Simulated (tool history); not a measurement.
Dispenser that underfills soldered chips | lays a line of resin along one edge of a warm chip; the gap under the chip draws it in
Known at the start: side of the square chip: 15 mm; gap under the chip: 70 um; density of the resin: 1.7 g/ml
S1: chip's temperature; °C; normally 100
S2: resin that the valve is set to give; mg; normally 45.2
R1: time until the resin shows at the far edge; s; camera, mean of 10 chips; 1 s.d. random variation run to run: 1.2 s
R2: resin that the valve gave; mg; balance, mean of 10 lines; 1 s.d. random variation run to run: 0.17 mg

Run 1, hour 0: usual settings. Result: R1 147.3 s, R2 43.84 mg.
At hour 3.9: new syringe of resin.
Run 2, hour 5: usual settings. Result: R1 123.1 s, R2 43.58 mg.
Run 3, hour 9.3: usual settings but S2 46.5 mg. Result: R1 156.2 s, R2 44.72 mg.
At hour 11.8: new syringe of resin.
Run 4, hour 14.1: usual settings. Result: R1 132.8 s, R2 43.44 mg.
At hour 19.6: new syringe of resin.
Run 5, hour 19.6: usual settings but S2 41.4 mg. Result: R1 120.5 s, R2 39.74 mg.
Run 6, hour 23.2: usual settings but S2 43.1 mg. Result: R1 142.5 s, R2 41.1 mg.
At hour 27.7: new syringe of resin.
Run 7, hour 28.8: usual settings but S2 43.1 mg. Result: R1 123.5 s, R2 41.32 mg.
Run 8, hour 32: usual settings but S2 43.1 mg. Result: R1 151.6 s, R2 41.02 mg.
Run 9, hour 34.9: usual settings but S2 43.1 mg. Result: R1 178 s, R2 41.12 mg.
At hour 35.6: new syringe of resin.
Run 10, hour 39.5: usual settings but S2 43.1 mg. Result: R1 150.3 s, R2 41.12 mg.
At hour 43.6: new syringe of resin.
Run 11, hour 44.1: usual settings but S2 43.1 mg. Result: R1 118.5 s, R2 41.02 mg.
Run 12, hour 46.9: usual settings but S2 43.1 mg. Result: R1 141.2 s, R2 40.8 mg.
At hour 51.3: new syringe of resin.
Run 13, hour 51.7: usual settings but S1 85 °C, S2 43.1 mg. Result: R1 214.3 s, R2 41.04 mg.
At hour 54: dispensing valve cleaned and set on the balance.
Run 14, hour 56.8: usual settings but S1 92 °C, S2 48.7 mg. Result: R1 200.9 s, R2 48.56 mg.
At hour 59.9: new syringe of resin.
Run 15, hour 62: usual settings but S1 92 °C, S2 48.7 mg. Result: R1 175.6 s, R2 48.17 mg.
Run 16, hour 67.2: usual settings but S1 92 °C, S2 48.7 mg. Result: R1 234.4 s, R2 47.98 mg.
At hour 68: new syringe of resin.
Run 17, hour 70.5: usual settings but S1 92 °C, S2 49.1 mg. Result: R1 178.3 s, R2 48.61 mg.
Run 18, hour 73.4: usual settings but S1 92 °C, S2 49.8 mg. Result: R1 212.3 s, R2 48.99 mg.
At hour 76: new syringe of resin.
Run 19, hour 76.9: usual settings but S1 91 °C, S2 47.1 mg. Result: R1 166.5 s, R2 46.38 mg.
Run 20, hour 80.6: usual settings but S1 91 °C, S2 47.1 mg. Result: R1 210.3 s, R2 46.07 mg.
At hour 83.8: new syringe of resin.
Run 21, hour 83.8: usual settings but S1 86 °C, S2 48.1 mg. Result: R1 193 s, R2 47.04 mg.
Run 22, hour 89: usual settings but S1 86 °C, S2 48.1 mg. Result: R1 264 s, R2 46.92 mg.
At hour 91.6: new syringe of resin.
Run 23, hour 94.7: usual settings but S1 109 °C, S2 49.7 mg. Result: R1 100.1 s, R2 48.48 mg.
At hour 99.6: new syringe of resin.
Run 24, hour 100: usual settings but S2 53.3 mg. Result: R1 116.9 s, R2 51.9 mg.
Run 25, hour 103.5: usual settings but S1 94 °C, S2 41.3 mg. Result: R1 180.8 s, R2 40.16 mg.

Consider 4 possible next runs. They are alternatives, not a sequence: every one starts from the tool as it was left by run 25. What does each give?
Run A, hour 106.3: usual settings but S1 89 °C, S2 51.7 mg. Result: R1 ?, R2 ?.
Run B, hour 106.3: usual settings but S1 87 °C. Result: R1 ?, R2 ?.
Run C, hour 106.3: usual settings but S1 112 °C, S2 49.7 mg. Result: R1 ?, R2 ?.
Run D, hour 106.3: usual settings but S1 101 °C, S2 42.8 mg. Result: R1 ?, R2 ?.

run     R1     R2
  A  261.4  50.31
  B  278.5  44.11
  C  110.1  48.45
  D  165.1   41.6
With the hidden condition removed and each run's random variation left untouched, the same runs would have given:
run     R1     R2
  A    179  51.66
  B  190.4  45.29
  C   75.3  49.75
  D  112.6  42.71
